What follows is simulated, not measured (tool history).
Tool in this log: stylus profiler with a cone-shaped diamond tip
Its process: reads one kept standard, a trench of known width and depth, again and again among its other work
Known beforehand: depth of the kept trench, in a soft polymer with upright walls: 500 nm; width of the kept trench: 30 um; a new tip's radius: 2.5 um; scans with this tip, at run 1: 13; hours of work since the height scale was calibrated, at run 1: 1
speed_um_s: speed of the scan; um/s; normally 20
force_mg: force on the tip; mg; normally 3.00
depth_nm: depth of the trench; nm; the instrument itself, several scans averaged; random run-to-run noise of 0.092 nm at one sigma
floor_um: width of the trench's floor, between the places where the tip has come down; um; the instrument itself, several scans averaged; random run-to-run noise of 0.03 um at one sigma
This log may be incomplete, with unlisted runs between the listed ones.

run	hour	speed_um_s	force_mg	scans with this tip	hours of work since the height scale was calibrated	depth_nm	floor_um
1	0.0	20	3.00	13	1	503.84	26.93
2	9.5	20	3.00	75	7	503.84	26.95
3	24.9	20	3.00	173	16	503.88	26.89
4	31.4	20	3.00	215	20	503.95	26.94
5	45.7	20	3.00	307	29	503.89	26.94
6	55.7	20	1.18	372	35	502.01	26.84
7	71.0	20	1.18	470	44	502.25	26.89
8	86.2	20	1.18	568	53	502.08	26.90
9	96.3	20	3.00	633	59	503.73	26.98
10	108.0	20	3.00	708	66	503.85	26.94
11	122.7	20	3.00	802	75	504.00	26.94
12	132.5	20	6.06	866	81	506.25	26.95
13	139.4	20	3.00	910	85	503.88	26.92
14	147.1	20	3.00	959	90	503.82	26.92
15	154.1	20	3.00	1004	94	503.79	26.91
16	165.8	20	3.00	1080	101	503.94	26.94
17	180.6	20	3.00	1175	110	503.85	26.93
18	186.9	20	3.00	1215	113	503.72	26.92
19	193.6	20	3.00	1259	117	503.94	26.92
20	206.6	20	5.57	1342	125	505.74	26.99
21	212.9	20	5.57	1383	129	505.91	27.00
22	223.2	20	3.00	1449	135	503.95	26.95
23	234.8	20	3.00	1523	142	504.03	26.93
24	243.4	76	3.00	1579	147	503.73	26.71
25	258.4	76	3.00	1675	156	503.71	26.81

Forecast run 26:
26	270.5	76	1.40	1753	164	?	?

For run 26 the tool returned depth_nm 502.26 nm, floor_um 26.68 um.
Without the tool's hidden state the same run would have given depth_nm 502.25 nm, floor_um 26.68 um.
